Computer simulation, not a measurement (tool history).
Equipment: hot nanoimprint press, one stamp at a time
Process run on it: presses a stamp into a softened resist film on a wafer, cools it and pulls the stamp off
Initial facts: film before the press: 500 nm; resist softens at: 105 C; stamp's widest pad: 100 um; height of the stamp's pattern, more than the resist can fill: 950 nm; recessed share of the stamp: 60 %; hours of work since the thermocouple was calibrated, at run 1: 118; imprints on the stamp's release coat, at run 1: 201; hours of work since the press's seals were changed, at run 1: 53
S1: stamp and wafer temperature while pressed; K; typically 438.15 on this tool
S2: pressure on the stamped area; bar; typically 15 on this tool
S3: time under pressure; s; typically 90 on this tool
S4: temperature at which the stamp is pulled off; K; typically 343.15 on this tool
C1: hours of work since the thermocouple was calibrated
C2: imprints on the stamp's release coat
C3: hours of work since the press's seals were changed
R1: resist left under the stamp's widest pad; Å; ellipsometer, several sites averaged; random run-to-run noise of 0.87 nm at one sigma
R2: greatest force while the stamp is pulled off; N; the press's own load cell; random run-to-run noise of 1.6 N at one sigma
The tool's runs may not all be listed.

| run | day | S1 | S2 | S3 | S4 | C1 | C2 | C3 | R1 | R2 |
|---|---|---|---|---|---|---|---|---|---|---|
| 1 | 0 | 438.15 | 15 | 90 | 343.15 | 118 | 201 | 53 | 1823 | 176 |
| 2 | 0.25 | 449.15 | 15 | 90 | 343.15 | 120 | 214 | 56 | 1034 | 174 |
| 3 | 0.662 | 449.15 | 15 | 90 | 343.15 | 125 | 235 | 60 | 1038 | 173 |
| 4 | 1.2 | 449.15 | 15 | 90 | 343.15 | 131 | 262 | 66 | 1041 | 175 |
| 5 | 1.558 | 449.15 | 15 | 90 | 343.15 | 135 | 281 | 70 | 1040 | 177 |
| 6 | 1.862 | 449.15 | 15 | 90 | 343.15 | 138 | 296 | 74 | 1051 | 178 |
| 7 | 2.304 | 449.15 | 15 | 90 | 343.15 | 143 | 319 | 79 | 1030 | 176 |
| 8 | 2.792 | 438.15 | 15 | 90 | 343.15 | 149 | 344 | 84 | 1795 | 176 |
| 9 | 3.054 | 438.15 | 15 | 90 | 343.15 | 152 | 357 | 87 | 1810 | 178 |
| 10 | 3.338 | 438.15 | 15 | 90 | 343.15 | 155 | 371 | 90 | 1806 | 178 |
| 11 | 3.854 | 438.15 | 15 | 90 | 343.15 | 160 | 398 | 96 | 1804 | 179 |
|  | 4.029 | plate thermocouple calibrated |
| 12 | 4.475 | 438.15 | 15 | 90 | 345.15 | 5 | 423 | 102 | 1773 | 169 |
| 13 | 4.946 | 438.15 | 15 | 74 | 346.15 | 10 | 448 | 107 | 1906 | 164 |
| 14 | 5.467 | 438.15 | 15 | 74 | 346.15 | 16 | 474 | 113 | 1897 | 167 |
| 15 | 5.733 | 438.15 | 15 | 74 | 346.15 | 19 | 488 | 116 | 1902 | 170 |
| 16 | 6.179 | 438.15 | 15 | 74 | 346.15 | 24 | 511 | 121 | 1896 | 169 |
| 17 | 6.517 | 438.15 | 15 | 74 | 346.15 | 28 | 528 | 124 | 1907 | 172 |
| 18 | 6.796 | 438.15 | 13.9 | 53 | 333.15 | 31 | 542 | 127 | 2247 | 216 |
| 19 | 7.112 | 438.15 | 13.9 | 53 | 333.15 | 34 | 558 | 131 | 2234 | 219 |
|  | 7.362 | plate thermocouple calibrated, once more |
| 20 | 7.558 | 438.15 | 15 | 90 | 345.15 | 2 | 575 | 134 | 1873 | 177 |
| 21 | 7.971 | 432.15 | 15 | 47 | 345.15 | 7 | 596 | 139 | 3153 | 179 |
| 22 | 8.354 | 438.15 | 12.4 | 76 | 338.15 | 11 | 616 | 143 | 2208 | 207 |
| 23 | 8.858 | 438.15 | 20.6 | 90 | 335.15 | 17 | 641 | 149 | 1585 | 216 |

Take each entry between the runs: how does the hidden state at the last listed run before it differ from the hidden state at the first listed run after it?
From run 11 to run 12: plate thermocouple calibrated (day 4.029)
  true temperature over the reading, C: 0.72 -> 1.03; pressure that arrives at the usual setting, %: 99.43 -> 99.39; grip of the stamp's worn release coat, % over a new coat's: 6 -> 6.3
  measured less the result without the state, R1: -64 -> -93 Å; R2: +8 -> +7 N
From run 19 to run 20: plate thermocouple calibrated, once more (day 7.362)
  true temperature over the reading, C: 1.17 -> -0.02; pressure that arrives at the usual setting, %: 99.19 -> 99.17; grip of the stamp's worn release coat, % over a new coat's: 8.4 -> 8.7
  measured less the result without the state, R1: -122 -> +9 Å; R2: +13 -> +14 N
